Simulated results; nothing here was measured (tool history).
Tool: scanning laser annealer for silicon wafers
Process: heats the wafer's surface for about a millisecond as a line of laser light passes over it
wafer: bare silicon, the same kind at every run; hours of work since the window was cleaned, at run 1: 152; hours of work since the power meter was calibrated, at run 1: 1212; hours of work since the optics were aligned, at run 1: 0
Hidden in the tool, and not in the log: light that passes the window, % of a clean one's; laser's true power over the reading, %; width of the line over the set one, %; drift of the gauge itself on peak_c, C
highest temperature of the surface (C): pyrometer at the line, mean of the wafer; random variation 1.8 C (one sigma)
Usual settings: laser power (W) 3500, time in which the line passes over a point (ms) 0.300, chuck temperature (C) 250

run,hour,laser power (W),time in which the line passes over a point (ms),chuck temperature (C),hours of work since the window was cleaned,hours of work since the power meter was calibrated,hours of work since the optics were aligned,highest temperature of the surface (C)
1,0.0,3500,0.300,250,152,1212,0,1039
2,34.9,3338,0.300,250,172,1232,20,1005
3,75.1,3338,0.300,250,196,1255,44,1003
4,130.3,3500,0.300,282,228,1288,76,1065
5,180.8,3500,0.376,250,257,1317,105,1137
6,217.2,3500,0.376,250,279,1338,126,1137
7,269.2,3500,0.300,250,309,1368,157,1027
8,294.8,3610,0.248,240,324,1383,172,959
9,323.5,3500,0.298,268,340,1400,188,1041
# hour 355.2: window over the wafer cleaned
10,381.7,3739,0.300,258,15,1433,221,1113
11,405.8,3697,0.323,258,29,1447,235,1137
12,451.7,3697,0.323,258,56,1474,262,1133
13,494.1,3697,0.323,258,81,1498,287,1133
14,538.1,3841,0.302,214,106,1524,312,1084

Forecast each of these 4 alternatives for the next run:
A,582.5,3620,0.341,286,132,1550,338,?
B,582.5,3480,0.283,268,132,1550,338,?
C,582.5,3176,0.304,250,132,1550,338,?
D,582.5,3558,0.300,250,132,1550,338,?

run,highest temperature of the surface (C)
A,1162
B,1028
C,971
D,1055
Without the tool's hidden state the same runs would have given:
run,highest temperature of the surface (C)
A,1184
B,1046
C,988
D,1074
